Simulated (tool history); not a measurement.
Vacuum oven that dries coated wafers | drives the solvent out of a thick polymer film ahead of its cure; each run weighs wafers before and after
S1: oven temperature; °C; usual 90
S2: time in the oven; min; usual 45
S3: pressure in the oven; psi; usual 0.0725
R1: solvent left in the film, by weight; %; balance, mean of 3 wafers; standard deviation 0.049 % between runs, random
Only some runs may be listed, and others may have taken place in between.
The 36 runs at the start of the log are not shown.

run	hour	S1	S2	S3	R1
37	422.9	84	45	0.1553	6.87
38	439.7	90	45	0.0756	4.77
39	448.2	90	45	0.0641	4.79
40	461.4	94	45	0.0725	3.70
41	473.3	94	40	0.0593	4.44
42	484.1	90	48	0.0725	4.31
43	499.0	92	45	0.0867	4.27
44	513.0	90	49	0.1967	4.53
45	520.0	104	47	0.0470	1.42
46	536.8	88	45	0.1038	5.34
47	551.1	100	45	0.0963	2.42
48	564.9	100	45	0.0963	2.43

Forecast each of these 3 alternatives for the next run:
A	578.9	102	40	0.1301	?
B	578.9	100	45	0.0542	?
C	578.9	93	52	0.0615	?

run	R1
A	2.78
B	2.31
C	3.08
Had the tool no hidden state, the same runs would have come out as:
run	R1
A	2.33
B	1.88
C	2.55
